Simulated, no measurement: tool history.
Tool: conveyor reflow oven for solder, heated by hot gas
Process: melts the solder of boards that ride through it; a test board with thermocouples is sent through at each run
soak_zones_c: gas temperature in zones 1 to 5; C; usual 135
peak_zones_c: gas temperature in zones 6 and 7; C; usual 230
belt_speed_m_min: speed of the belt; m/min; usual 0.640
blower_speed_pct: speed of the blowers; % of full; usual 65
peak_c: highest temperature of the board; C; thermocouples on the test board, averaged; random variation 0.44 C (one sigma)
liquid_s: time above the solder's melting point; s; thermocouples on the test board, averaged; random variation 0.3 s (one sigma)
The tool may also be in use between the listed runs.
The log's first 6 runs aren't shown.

run,day,soak_zones_c,peak_zones_c,belt_speed_m_min,blower_speed_pct,hours of work since the flux was cleaned out,hours of work since the belt drive was overhauled,hours of work since the thermocouples were changed,peak_c,liquid_s
7,5.800,135,230,0.560,65,173,667,648,214.3,47.1
# day 6.492: thermocouples of zones 6 and 7 changed
8,6.946,135,230,0.560,65,187,681,6,217.2,48.7
9,7.496,135,230,0.560,65,194,688,13,216.8,48.6
10,8.050,135,230,0.640,65,201,695,20,212.5,38.7
11,8.667,128,230,0.640,65,209,703,28,212.0,35.9
12,9.475,128,230,0.640,65,220,714,39,211.7,36.1
13,10.479,128,230,0.640,65,233,727,52,210.8,36.6
14,11.338,121,230,0.640,65,244,738,63,210.1,33.6
15,12.162,121,230,0.640,65,255,749,74,209.9,33.0
16,12.896,127,229,0.648,63,264,759,84,207.6,33.1
17,13.621,127,229,0.648,63,274,768,93,208.7,33.3
18,14.529,148,224,0.629,77,286,780,105,212.2,44.1
# day 15.038: flux residue cleaned out of gas plates and filters
19,15.521,137,224,0.722,77,6,790,115,210.0,34.0
20,16.500,137,224,0.722,72,19,803,128,208.6,32.0
21,17.250,137,224,0.722,72,29,813,138,208.7,31.9
22,18.375,135,226,0.682,65,44,827,152,209.2,33.8
23,19.504,133,219,0.590,55,58,842,167,202.7,34.1
24,20.371,135,230,0.645,50,70,854,179,207.4,34.1
25,21.475,135,230,0.516,65,84,868,193,218.8,55.0
26,22.521,135,230,0.516,65,98,882,207,218.7,54.6
27,23.158,141,239,0.646,53,106,890,215,217.8,42.6
28,23.988,141,239,0.646,53,117,901,226,217.6,42.4
29,24.867,135,230,0.538,62,128,912,237,217.9,50.7
30,25.367,135,237,0.640,71,135,919,244,220.8,44.2

Forecast each of these 4 alternatives for the next run:
A,26.079,135,236,0.640,65,144,928,253,?,?
B,26.079,135,230,0.640,68,144,928,253,?,?
C,26.079,135,219,0.595,52,144,928,253,?,?
D,26.079,138,237,0.640,73,144,928,253,?,?

run,peak_c,liquid_s
A,218.9,42.7
B,213.4,39.5
C,202.2,31.6
D,221.8,45.7
Without the tool's hidden state the same runs would have given:
run,peak_c,liquid_s
A,220.5,43.0
B,215.0,40.0
C,203.4,32.5
D,223.5,45.9
